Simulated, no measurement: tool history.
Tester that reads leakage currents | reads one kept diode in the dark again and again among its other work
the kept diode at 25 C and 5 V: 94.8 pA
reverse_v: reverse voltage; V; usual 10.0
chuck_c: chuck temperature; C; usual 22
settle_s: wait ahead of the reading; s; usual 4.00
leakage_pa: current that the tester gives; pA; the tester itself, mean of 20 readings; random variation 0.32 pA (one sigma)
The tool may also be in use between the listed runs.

run,day,reverse_v,chuck_c,settle_s,leakage_pa
1,0.000,10.0,22,4.00,120.44
2,1.733,10.0,22,4.00,121.07
3,3.496,10.0,22,4.00,120.34
4,5.883,10.0,22,4.00,120.94
5,6.900,10.0,22,1.60,121.48
6,9.083,10.0,49,4.00,1246.41
7,10.975,10.0,49,4.00,1247.03
8,12.212,10.0,22,2.88,123.22
# day 12.567: probe card cleaned and baked
9,14.817,2.9,45,4.02,451.54

The next listed run, before its measurement:
10,16.667,1.6,21,6.94,?

Run 10 gave leakage_pa 39.73 pA.
Without the tool's hidden state the same run would have given leakage_pa 34.06 pA.

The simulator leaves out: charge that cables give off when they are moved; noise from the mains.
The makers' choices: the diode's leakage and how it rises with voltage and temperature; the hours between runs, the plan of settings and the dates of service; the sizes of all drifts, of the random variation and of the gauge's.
